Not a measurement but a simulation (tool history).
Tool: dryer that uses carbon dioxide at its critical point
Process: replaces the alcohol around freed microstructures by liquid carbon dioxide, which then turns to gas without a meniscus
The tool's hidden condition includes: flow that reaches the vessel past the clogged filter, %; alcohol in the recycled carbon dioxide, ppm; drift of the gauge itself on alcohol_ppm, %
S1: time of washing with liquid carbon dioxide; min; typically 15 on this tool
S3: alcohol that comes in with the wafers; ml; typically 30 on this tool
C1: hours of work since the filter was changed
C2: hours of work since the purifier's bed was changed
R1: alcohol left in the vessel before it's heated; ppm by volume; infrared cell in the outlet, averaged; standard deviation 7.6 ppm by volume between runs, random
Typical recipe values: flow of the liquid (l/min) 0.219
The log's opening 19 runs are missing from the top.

Run 20, hour 591.4: usual settings; C1 202; C2 449. Result: R1 545 ppm by volume.
Run 21, hour 615.6: usual settings but flow of the liquid (l/min) 0.305; C1 211; C2 459. Result: R1 112 ppm by volume.
Run 22, hour 638.4: usual settings but flow of the liquid (l/min) 0.211; C1 220; C2 467. Result: R1 651 ppm by volume.
Run 23, hour 680.6: usual settings but flow of the liquid (l/min) 0.211, S3 36 ml; C1 237; C2 484. Result: R1 805 ppm by volume.
Run 24, hour 705.7: usual settings but flow of the liquid (l/min) 0.211, S3 36 ml; C1 246; C2 494. Result: R1 819 ppm by volume.
Run 25, hour 730.3: usual settings but S1 10 min, flow of the liquid (l/min) 0.254, S3 103 ml; C1 256; C2 503. Result: R1 5457 ppm by volume.
Run 26, hour 763.6: usual settings but S1 10 min, flow of the liquid (l/min) 0.254, S3 103 ml; C1 269; C2 516. Result: R1 5530 ppm by volume.
Run 27, hour 790.4: usual settings but S1 13 min, flow of the liquid (l/min) 0.254, S3 103 ml; C1 279; C2 526. Result: R1 1842 ppm by volume.
Run 28, hour 829.3: usual settings but flow of the liquid (l/min) 0.151, S3 34 ml; C1 295; C2 542. Result: R1 2977 ppm by volume.

The next listed run, before its measurement:
Run 29, hour 858.3: usual settings but S3 33 ml; C1 306; C2 553. Result: R1 ?.

{"run 29": {"R1": 723}}
The same run, on a tool lacking any hidden state, would have yielded R1 435 ppm by volume.
